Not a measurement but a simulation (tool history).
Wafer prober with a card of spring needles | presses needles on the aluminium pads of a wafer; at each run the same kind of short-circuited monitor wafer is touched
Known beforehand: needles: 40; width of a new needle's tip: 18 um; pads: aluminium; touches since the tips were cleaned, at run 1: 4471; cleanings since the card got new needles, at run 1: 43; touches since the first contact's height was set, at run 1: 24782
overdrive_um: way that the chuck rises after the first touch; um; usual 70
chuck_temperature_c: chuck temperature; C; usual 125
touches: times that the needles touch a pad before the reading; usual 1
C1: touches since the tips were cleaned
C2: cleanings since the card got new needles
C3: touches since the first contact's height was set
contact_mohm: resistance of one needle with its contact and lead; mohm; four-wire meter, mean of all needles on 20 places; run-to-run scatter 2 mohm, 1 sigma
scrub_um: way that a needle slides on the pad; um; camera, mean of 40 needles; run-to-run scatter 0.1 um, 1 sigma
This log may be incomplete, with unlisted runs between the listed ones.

Run 1, hour 0.0: usual settings; C1 4471; C2 43; C3 24782. Result: contact_mohm 218 mohm, scrub_um 18.35 um.
At hour 2.1: tips cleaned on abrasive film.
At hour 14.2: tips cleaned on abrasive film.
At hour 26.8: tips cleaned on abrasive film.
Run 2, hour 28.9: usual settings; C1 971; C2 46; C3 37781. Result: contact_mohm 217 mohm, scrub_um 18.25 um.
At hour 40.1: tips cleaned on abrasive film.
At hour 52.1: tips cleaned on abrasive film.
Run 3, hour 55.1: usual settings; C1 1390; C2 48; C3 49593. Result: contact_mohm 218 mohm, scrub_um 18.35 um.
At hour 64.2: tips cleaned on abrasive film.
At hour 76.4: tips cleaned on abrasive film.
Run 4, hour 76.4: usual settings; C1 0; C2 50; C3 59143. Result: contact_mohm 217 mohm, scrub_um 18.59 um.
At hour 89.0: tips cleaned on abrasive film.
At hour 100.8: tips cleaned on abrasive film.
Run 5, hour 100.8: usual settings; C1 0; C2 52; C3 70155. Result: contact_mohm 215 mohm, scrub_um 18.15 um.
At hour 114.2: tips cleaned on abrasive film.
At hour 126.1: tips cleaned on abrasive film.
Run 6, hour 126.1: usual settings; C1 0; C2 54; C3 81524. Result: contact_mohm 219 mohm, scrub_um 18.47 um.
At hour 137.8: tips cleaned on abrasive film.
At hour 150.1: tips cleaned on abrasive film.
Run 7, hour 156.0: usual settings but chuck_temperature_c 107 C; C1 2684; C2 56; C3 95024. Result: contact_mohm 211 mohm, scrub_um 18.45 um.
At hour 162.9: tips cleaned on abrasive film.
At hour 174.8: tips cleaned on abrasive film.
At hour 186.4: tips cleaned on abrasive film.
Run 8, hour 187.4: usual settings; C1 455; C2 59; C3 109151. Result: contact_mohm 218 mohm, scrub_um 18.40 um.
At hour 197.9: tips cleaned on abrasive film.
At hour 210.5: tips cleaned on abrasive film.
Run 9, hour 212.7: usual settings but touches 2; C1 964; C2 61; C3 120537. Result: contact_mohm 219 mohm, scrub_um 18.43 um.
At hour 223.3: tips cleaned on abrasive film.
At hour 236.5: tips cleaned on abrasive film.
Run 10, hour 244.0: usual settings but overdrive_um 56 um; C1 3382; C2 63; C3 134664. Result: contact_mohm 228 mohm, scrub_um 14.71 um.
At hour 247.9: tips cleaned on abrasive film.
At hour 260.3: tips cleaned on abrasive film.
Run 11, hour 264.8: usual settings but touches 3; C1 2047; C2 65; C3 144025. Result: contact_mohm 220 mohm, scrub_um 18.44 um.
At hour 273.5: tips cleaned on abrasive film.
At hour 286.3: tips cleaned on abrasive film.
Run 12, hour 291.9: usual settings but overdrive_um 78 um; C1 2552; C2 67; C3 156234. Result: contact_mohm 212 mohm, scrub_um 20.50 um.
At hour 298.4: tips cleaned on abrasive film.
At hour 310.5: tips cleaned on abrasive film.
At hour 323.7: tips cleaned on abrasive film.
Run 13, hour 323.7: usual settings but chuck_temperature_c 48 C; C1 0; C2 70; C3 170551. Result: contact_mohm 199 mohm, scrub_um 18.56 um.
At hour 336.1: tips cleaned on abrasive film.
At hour 348.4: tips cleaned on abrasive film.
Run 14, hour 354.6: usual settings but chuck_temperature_c 43 C; C1 2807; C2 72; C3 184484. Result: contact_mohm 199 mohm, scrub_um 18.53 um.
At hour 360.3: tips cleaned on abrasive film.
At hour 373.2: tips cleaned on abrasive film.
At hour 385.0: tips cleaned on abrasive film.
Run 15, hour 386.3: usual settings but chuck_temperature_c 48 C; C1 599; C2 75; C3 198759. Result: contact_mohm 202 mohm, scrub_um 18.71 um.
At hour 396.8: tips cleaned on abrasive film.
Run 16, hour 402.0: usual settings but overdrive_um 60 um, chuck_temperature_c 116 C; C1 2365; C2 76; C3 205847. Result: contact_mohm 222 mohm, scrub_um 15.94 um.
At hour 408.6: tips cleaned on abrasive film.
At hour 420.2: tips cleaned on abrasive film.
Run 17, hour 420.2: usual settings but overdrive_um 83 um, chuck_temperature_c 61 C; C1 0; C2 78; C3 213993. Result: contact_mohm 200 mohm, scrub_um 21.99 um.
At hour 424.5: height of the first contact set anew.
At hour 432.8: tips cleaned on abrasive film.
Run 18, hour 442.4: usual settings but overdrive_um 63 um; C1 4360; C2 79; C3 8081. Result: contact_mohm 223 mohm, scrub_um 16.73 um.
At hour 445.2: tips cleaned on abrasive film.
At hour 458.7: tips cleaned on abrasive film.
At hour 470.8: tips cleaned on abrasive film.
Run 19, hour 471.5: usual settings but overdrive_um 83 um, chuck_temperature_c 43 C, touches 2; C1 337; C2 82; C3 21186. Result: contact_mohm 193 mohm, scrub_um 21.84 um.
At hour 484.0: tips cleaned on abrasive film.
At hour 496.7: tips cleaned on abrasive film.
Run 20, hour 501.3: usual settings but overdrive_um 73 um; C1 2100; C2 84; C3 34629. Result: contact_mohm 216 mohm, scrub_um 19.30 um.
At hour 508.8: tips cleaned on abrasive film.
At hour 520.2: tips cleaned on abrasive film.
Run 21, hour 528.6: usual settings but overdrive_um 74 um, chuck_temperature_c 92 C, touches 3; C1 3803; C2 86; C3 46911. Result: contact_mohm 206 mohm, scrub_um 19.66 um.
At hour 532.4: tips cleaned on abrasive film.
At hour 544.9: tips cleaned on abrasive film.
Run 22, hour 550.8: usual settings but overdrive_um 59 um, chuck_temperature_c 100 C, touches 3; C1 2680; C2 88; C3 56908. Result: contact_mohm 220 mohm, scrub_um 15.55 um.
At hour 556.4: tips cleaned on abrasive film.
At hour 569.0: tips cleaned on abrasive film.
At hour 580.8: tips cleaned on abrasive film.
Run 23, hour 580.8: usual settings but overdrive_um 59 um, chuck_temperature_c 100 C, touches 3; C1 0; C2 91; C3 70378. Result: contact_mohm 216 mohm, scrub_um 15.59 um.
At hour 594.1: tips cleaned on abrasive film.
Run 24, hour 604.7: usual settings but overdrive_um 59 um, chuck_temperature_c 100 C, touches 3; C1 4820; C2 92; C3 81216. Result: contact_mohm 217 mohm, scrub_um 15.80 um.
At hour 606.7: tips cleaned on abrasive film.
At hour 618.8: tips cleaned on abrasive film.
Run 25, hour 622.3: usual settings but overdrive_um 86 um, chuck_temperature_c 26 C; C1 1575; C2 94; C3 89106. Result: contact_mohm 189 mohm, scrub_um 22.97 um.
At hour 630.7: tips cleaned on abrasive film.
At hour 642.8: tips cleaned on abrasive film.
Run 26, hour 647.8: usual settings but overdrive_um 88 um, chuck_temperature_c 98 C; C1 2277; C2 96; C3 100609. Result: contact_mohm 204 mohm, scrub_um 23.49 um.
At hour 655.3: tips cleaned on abrasive film.
Run 27, hour 662.7: usual settings but overdrive_um 86 um, chuck_temperature_c 71 C; C1 3375; C2 97; C3 107322. Result: contact_mohm 201 mohm, scrub_um 22.72 um.
At hour 666.8: tips cleaned on abrasive film.
At hour 678.6: tips cleaned on abrasive film.
Run 28, hour 678.6: usual settings but overdrive_um 71 um; C1 0; C2 99; C3 114455. Result: contact_mohm 221 mohm, scrub_um 19.04 um.
At hour 690.1: tips cleaned on abrasive film.
Run 29, hour 693.7: usual settings but overdrive_um 65 um, chuck_temperature_c 77 C, touches 2; C1 1622; C2 100; C3 121243. Result: contact_mohm 210 mohm, scrub_um 17.34 um.

Below are 4 alternative next runs, each starting from the tool's condition after run 29. Predict each:
At hour 702.3: tips cleaned on abrasive film.
Run A, hour 708.1: usual settings but overdrive_um 56 um; C1 2639; C2 101; C3 127746. Result: contact_mohm ?, scrub_um ?.
At hour 702.3: tips cleaned on abrasive film.
Run B, hour 708.1: usual settings but overdrive_um 59 um, chuck_temperature_c 77 C, touches 2; C1 2639; C2 101; C3 127746. Result: contact_mohm ?, scrub_um ?.
At hour 702.3: tips cleaned on abrasive film.
Run C, hour 708.1: usual settings but overdrive_um 65 um, chuck_temperature_c 29 C, touches 2; C1 2639; C2 101; C3 127746. Result: contact_mohm ?, scrub_um ?.
At hour 702.3: tips cleaned on abrasive film.
Run D, hour 708.1: usual settings but chuck_temperature_c 74 C; C1 2639; C2 101; C3 127746. Result: contact_mohm ?, scrub_um ?.

run  contact_mohm  scrub_um
  A           229     14.80
  B           214     15.76
  C           194     17.25
  D           206     18.74
Take away the tool's hidden state, keep each run's random variation, and the runs would have read:
run  contact_mohm  scrub_um
  A           229     14.48
  B           214     15.42
  C           194     16.87
  D           206     18.33
